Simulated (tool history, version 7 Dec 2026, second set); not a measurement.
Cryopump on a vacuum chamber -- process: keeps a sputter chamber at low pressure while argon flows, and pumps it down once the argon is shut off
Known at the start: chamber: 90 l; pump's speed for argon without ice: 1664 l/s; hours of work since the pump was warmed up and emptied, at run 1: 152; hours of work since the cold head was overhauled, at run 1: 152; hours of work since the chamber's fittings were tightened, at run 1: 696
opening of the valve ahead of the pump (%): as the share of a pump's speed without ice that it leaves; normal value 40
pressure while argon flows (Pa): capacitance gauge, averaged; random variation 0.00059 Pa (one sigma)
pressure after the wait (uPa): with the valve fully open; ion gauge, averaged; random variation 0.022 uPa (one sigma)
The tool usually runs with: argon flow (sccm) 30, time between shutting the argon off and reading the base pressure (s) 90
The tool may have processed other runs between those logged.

| run | hour | argon flow (sccm) | time between shutting the argon off and reading the base pressure (s) | opening of the valve ahead of the pump (%) | hours of work since the pump was warmed up and emptied | hours of work since the cold head was overhauled | hours of work since the chamber's fittings were tightened | pressure while argon flows (Pa) | pressure after the wait (uPa) |
|---|---|---|---|---|---|---|---|---|---|
| 1 | 0.0 | 30 | 90 | 40 | 152 | 152 | 696 | 0.0784 | 1.44 |
| 2 | 9.0 | 30 | 90 | 30 | 158 | 158 | 701 | 0.1038 | 1.44 |
| 3 | 19.7 | 30 | 90 | 30 | 164 | 164 | 708 | 0.1034 | 1.46 |
| 4 | 29.1 | 30 | 97 | 40 | 170 | 170 | 713 | 0.0774 | 1.39 |
| 5 | 43.6 | 30 | 90 | 40 | 178 | 178 | 722 | 0.0770 | 1.44 |
| 6 | 57.5 | 30 | 90 | 40 | 186 | 186 | 730 | 0.0775 | 1.42 |
| 7 | 72.4 | 30 | 174 | 40 | 195 | 195 | 739 | 0.0785 | 1.27 |
| 8 | 82.4 | 30 | 174 | 40 | 201 | 201 | 745 | 0.0792 | 1.29 |
| 9 | 99.4 | 30 | 174 | 40 | 212 | 212 | 755 | 0.0777 | 1.31 |
| 10 | 109.7 | 30 | 174 | 40 | 218 | 218 | 761 | 0.0785 | 1.23 |
| 11 | 118.6 | 30 | 50 | 40 | 223 | 223 | 767 | 0.0780 | 1.91 |
| 12 | 126.1 | 30 | 50 | 40 | 227 | 227 | 771 | 0.0792 | 1.92 |
| 13 | 142.3 | 30 | 50 | 40 | 237 | 237 | 781 | 0.0781 | 1.86 |
| 14 | 151.1 | 30 | 50 | 40 | 242 | 242 | 786 | 0.0781 | 1.95 |
| 15 | 158.9 | 30 | 24 | 40 | 247 | 247 | 791 | 0.0781 | 2.79 |
| 16 | 170.1 | 30 | 24 | 40 | 254 | 254 | 797 | 0.0787 | 2.84 |
| 17 | 179.3 | 30 | 79 | 17 | 259 | 259 | 803 | 0.1819 | 1.59 |
| 18 | 195.3 | 30 | 79 | 17 | 269 | 269 | 812 | 0.1806 | 1.67 |
| 19 | 212.5 | 45 | 26 | 26 | 279 | 279 | 823 | 0.1782 | 2.72 |
| 20 | 225.3 | 34 | 281 | 31 | 287 | 287 | 830 | 0.1152 | 1.30 |
| 21 | 235.4 | 30 | 287 | 40 | 293 | 293 | 836 | 0.0779 | 1.31 |

Predict the results of run 22:
| 22 | 248.5 | 30 | 287 | 40 | 300 | 300 | 844 | ? | ? |

Run 22 measured pressure while argon flows (Pa) 0.0786, pressure after the wait (uPa) 1.29.
On a tool with no hidden condition, and with the same random variation, this run would have come out at pressure while argon flows (Pa) 0.0759, pressure after the wait (uPa) 0.29.

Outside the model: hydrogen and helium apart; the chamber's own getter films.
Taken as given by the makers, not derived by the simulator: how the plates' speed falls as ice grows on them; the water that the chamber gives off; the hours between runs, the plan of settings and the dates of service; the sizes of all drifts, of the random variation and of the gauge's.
